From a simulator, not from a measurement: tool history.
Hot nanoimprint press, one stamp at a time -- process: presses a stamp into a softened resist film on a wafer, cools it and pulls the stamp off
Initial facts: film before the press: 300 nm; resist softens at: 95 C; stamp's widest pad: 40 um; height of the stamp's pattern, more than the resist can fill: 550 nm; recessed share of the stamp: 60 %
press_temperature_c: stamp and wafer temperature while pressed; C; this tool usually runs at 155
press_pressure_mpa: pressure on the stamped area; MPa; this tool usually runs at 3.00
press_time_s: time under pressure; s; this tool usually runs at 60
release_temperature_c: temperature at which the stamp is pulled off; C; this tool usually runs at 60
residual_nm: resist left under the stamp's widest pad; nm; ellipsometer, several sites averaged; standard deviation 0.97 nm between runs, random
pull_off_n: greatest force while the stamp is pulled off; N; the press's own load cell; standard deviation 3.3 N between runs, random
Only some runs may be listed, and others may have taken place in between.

{"run": 1, "day": 0.0, "press_temperature_c": 155, "press_pressure_mpa": 3.0, "press_time_s": 60, "release_temperature_c": 60, "residual_nm": 140.4, "pull_off_n": 177}
{"run": 2, "day": 2.921, "press_temperature_c": 154, "press_pressure_mpa": 3.0, "press_time_s": 60, "release_temperature_c": 60, "residual_nm": 147.8, "pull_off_n": 178}
{"run": 3, "day": 5.425, "press_temperature_c": 154, "press_pressure_mpa": 3.0, "press_time_s": 60, "release_temperature_c": 60, "residual_nm": 146.0, "pull_off_n": 183}
{"run": 4, "day": 8.146, "press_temperature_c": 155, "press_pressure_mpa": 2.85, "press_time_s": 60, "release_temperature_c": 60, "residual_nm": 146.6, "pull_off_n": 185}
{"run": 5, "day": 10.483, "press_temperature_c": 155, "press_pressure_mpa": 3.0, "press_time_s": 60, "release_temperature_c": 47, "residual_nm": 142.1, "pull_off_n": 248}
{"run": 6, "day": 13.692, "press_temperature_c": 155, "press_pressure_mpa": 3.0, "press_time_s": 60, "release_temperature_c": 60, "residual_nm": 140.8, "pull_off_n": 195}
{"run": 7, "day": 16.892, "press_temperature_c": 155, "press_pressure_mpa": 3.01, "press_time_s": 60, "release_temperature_c": 60, "residual_nm": 143.6, "pull_off_n": 201}
{"run": 8, "day": 18.442, "press_temperature_c": 155, "press_pressure_mpa": 3.01, "press_time_s": 60, "release_temperature_c": 60, "residual_nm": 143.8, "pull_off_n": 199}
{"run": 9, "day": 21.733, "press_temperature_c": 155, "press_pressure_mpa": 3.01, "press_time_s": 60, "release_temperature_c": 60, "residual_nm": 144.6, "pull_off_n": 208}
{"day": 22.454, "done": "stamp cleaned and given a new release coat"}
{"day": 23.771, "done": "plate thermocouple calibrated"}
{"run": 10, "day": 24.304, "press_temperature_c": 155, "press_pressure_mpa": 3.04, "press_time_s": 60, "release_temperature_c": 60, "residual_nm": 141.3, "pull_off_n": 155}
{"run": 11, "day": 26.167, "press_temperature_c": 155, "press_pressure_mpa": 3.04, "press_time_s": 60, "release_temperature_c": 60, "residual_nm": 140.8, "pull_off_n": 164}
{"run": 12, "day": 28.646, "press_temperature_c": 155, "press_pressure_mpa": 3.04, "press_time_s": 60, "release_temperature_c": 60, "residual_nm": 141.0, "pull_off_n": 167}
{"run": 13, "day": 31.229, "press_temperature_c": 155, "press_pressure_mpa": 3.04, "press_time_s": 60, "release_temperature_c": 60, "residual_nm": 141.5, "pull_off_n": 169}
{"run": 14, "day": 33.038, "press_temperature_c": 155, "press_pressure_mpa": 2.04, "press_time_s": 60, "release_temperature_c": 60, "residual_nm": 171.8, "pull_off_n": 169}
{"run": 15, "day": 36.025, "press_temperature_c": 155, "press_pressure_mpa": 2.04, "press_time_s": 60, "release_temperature_c": 60, "residual_nm": 174.6, "pull_off_n": 171}
{"run": 16, "day": 37.667, "press_temperature_c": 155, "press_pressure_mpa": 3.0, "press_time_s": 60, "release_temperature_c": 62, "residual_nm": 144.1, "pull_off_n": 163}
{"run": 17, "day": 39.812, "press_temperature_c": 155, "press_pressure_mpa": 2.2, "press_time_s": 60, "release_temperature_c": 54, "residual_nm": 168.6, "pull_off_n": 203}
{"run": 18, "day": 42.075, "press_temperature_c": 160, "press_pressure_mpa": 3.0, "press_time_s": 60, "release_temperature_c": 65, "residual_nm": 123.0, "pull_off_n": 158}
{"run": 19, "day": 44.021, "press_temperature_c": 165, "press_pressure_mpa": 2.03, "press_time_s": 60, "release_temperature_c": 65, "residual_nm": 130.6, "pull_off_n": 158}
{"run": 20, "day": 45.667, "press_temperature_c": 165, "press_pressure_mpa": 2.03, "press_time_s": 60, "release_temperature_c": 65, "residual_nm": 131.8, "pull_off_n": 168}
{"day": 47.367, "done": "plate thermocouple calibrated"}
{"run": 21, "day": 47.404, "press_temperature_c": 165, "press_pressure_mpa": 4.26, "press_time_s": 48, "release_temperature_c": 65, "residual_nm": 94.8, "pull_off_n": 165}
{"run": 22, "day": 49.242, "press_temperature_c": 155, "press_pressure_mpa": 4.26, "press_time_s": 113, "release_temperature_c": 49, "residual_nm": 95.5, "pull_off_n": 251}
{"run": 23, "day": 52.571, "press_temperature_c": 155, "press_pressure_mpa": 4.26, "press_time_s": 113, "release_temperature_c": 49, "residual_nm": 95.7, "pull_off_n": 253}
{"run": 24, "day": 54.133, "press_temperature_c": 164, "press_pressure_mpa": 1.88, "press_time_s": 51, "release_temperature_c": 57, "residual_nm": 148.5, "pull_off_n": 207}
{"run": 25, "day": 56.404, "press_temperature_c": 164, "press_pressure_mpa": 1.88, "press_time_s": 51, "release_temperature_c": 60, "residual_nm": 149.8, "pull_off_n": 200}
{"day": 58.625, "done": "stamp cleaned and given a new release coat"}
{"run": 26, "day": 59.625, "press_temperature_c": 151, "press_pressure_mpa": 3.26, "press_time_s": 74, "release_temperature_c": 64, "residual_nm": 149.0, "pull_off_n": 145}
{"run": 27, "day": 61.9, "press_temperature_c": 146, "press_pressure_mpa": 3.0, "press_time_s": 49, "release_temperature_c": 60, "residual_nm": 202.5, "pull_off_n": 167}
{"run": 28, "day": 63.988, "press_temperature_c": 164, "press_pressure_mpa": 2.69, "press_time_s": 60, "release_temperature_c": 54, "residual_nm": 117.6, "pull_off_n": 189}
{"run": 29, "day": 65.829, "press_temperature_c": 155, "press_pressure_mpa": 3.0, "press_time_s": 43, "release_temperature_c": 60, "residual_nm": 163.7, "pull_off_n": 167}

4 options for the next run, each taken on its own from the tool as it stands now. Forecast them:
{"run": "A", "day": 67.538, "press_temperature_c": 162, "press_pressure_mpa": 3.08, "press_time_s": 100, "release_temperature_c": 60, "residual_nm": "?", "pull_off_n": "?"}
{"run": "B", "day": 67.538, "press_temperature_c": 155, "press_pressure_mpa": 4.4, "press_time_s": 43, "release_temperature_c": 60, "residual_nm": "?", "pull_off_n": "?"}
{"run": "C", "day": 67.538, "press_temperature_c": 167, "press_pressure_mpa": 2.62, "press_time_s": 60, "release_temperature_c": 48, "residual_nm": "?", "pull_off_n": "?"}
{"run": "D", "day": 67.538, "press_temperature_c": 155, "press_pressure_mpa": 3.0, "press_time_s": 56, "release_temperature_c": 60, "residual_nm": "?", "pull_off_n": "?"}

run=A residual_nm=98.0 pull_off_n=169
run=B residual_nm=134.3 pull_off_n=175
run=C residual_nm=109.4 pull_off_n=221
run=D residual_nm=149.7 pull_off_n=174
Stripped of hidden state, with their random variation kept, the same runs would have yielded:
run=A residual_nm=91.3 pull_off_n=155
run=B residual_nm=122.8 pull_off_n=160
run=C residual_nm=102.9 pull_off_n=204
run=D residual_nm=140.3 pull_off_n=159
